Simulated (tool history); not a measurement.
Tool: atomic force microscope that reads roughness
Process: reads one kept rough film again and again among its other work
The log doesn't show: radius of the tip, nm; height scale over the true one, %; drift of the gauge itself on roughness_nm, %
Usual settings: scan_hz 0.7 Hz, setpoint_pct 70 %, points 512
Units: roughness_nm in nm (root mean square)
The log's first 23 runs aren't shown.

| run | hour | scan_hz | setpoint_pct | points | pictures with this tip | hours of work since the height scale was calibrated | roughness_nm |
|---|---|---|---|---|---|---|---|
|  | 1042.6 | new tip fitted |
| 24 | 1044.1 | 3.037 | 58 | 291 | 3 | 55 | 0.816 |
|  | 1087.1 | new tip fitted |
| 25 | 1092.7 | 1.228 | 77 | 291 | 12 | 86 | 0.784 |
|  | 1128.8 | new tip fitted |
| 26 | 1131 | 0.7 | 71 | 678 | 5 | 111 | 0.865 |
|  | 1173.6 | new tip fitted |
| 27 | 1187.6 | 0.7 | 71 | 678 | 31 | 147 | 0.826 |
|  | 1215.2 | new tip fitted |
| 28 | 1217.4 | 0.7 | 84 | 512 | 5 | 166 | 0.821 |
|  | 1255.2 | new tip fitted |
| 29 | 1258.5 | 0.855 | 84 | 512 | 7 | 193 | 0.802 |
| 30 | 1286 | 0.742 | 88 | 555 | 69 | 210 | 0.721 |
|  | 1298 | new tip fitted |
| 31 | 1322.6 | 0.742 | 88 | 555 | 56 | 234 | 0.748 |
|  | 1340 | new tip fitted |
| 32 | 1359.6 | 0.742 | 71 | 711 | 44 | 258 | 0.811 |
|  | 1380.7 | new tip fitted |
| 33 | 1418 | 0.742 | 71 | 711 | 85 | 295 | 0.758 |
|  | 1421.1 | new tip fitted |
| 34 | 1457.6 | 0.742 | 71 | 711 | 82 | 321 | 0.755 |
|  | 1462.2 | new tip fitted |
|  | 1502.8 | new tip fitted |
| 35 | 1502.8 | 0.742 | 71 | 711 | 0 | 349 | 0.872 |

5 ways to go on from here, each from the tool as it stands after run 35. What would each give?
|  | 1544.6 | new tip fitted |
| A | 1552.4 | 0.742 | 66 | 711 | 17 | 381 | ? |
|  | 1544.6 | new tip fitted |
| B | 1552.4 | 1.306 | 71 | 448 | 17 | 381 | ? |
|  | 1544.6 | new tip fitted |
| C | 1552.4 | 0.655 | 70 | 512 | 17 | 381 | ? |
|  | 1544.6 | new tip fitted |
| D | 1552.4 | 1.737 | 70 | 857 | 17 | 381 | ? |
|  | 1544.6 | new tip fitted |
| E | 1552.4 | 2.626 | 59 | 711 | 17 | 381 | ? |

| run | roughness_nm |
|---|---|
| A | 0.859 |
| B | 0.822 |
| C | 0.858 |
| D | 0.808 |
| E | 0.823 |
Without the tool's hidden state the same runs would have given:
| run | roughness_nm |
|---|---|
| A | 0.883 |
| B | 0.845 |
| C | 0.882 |
| D | 0.83 |
| E | 0.846 |

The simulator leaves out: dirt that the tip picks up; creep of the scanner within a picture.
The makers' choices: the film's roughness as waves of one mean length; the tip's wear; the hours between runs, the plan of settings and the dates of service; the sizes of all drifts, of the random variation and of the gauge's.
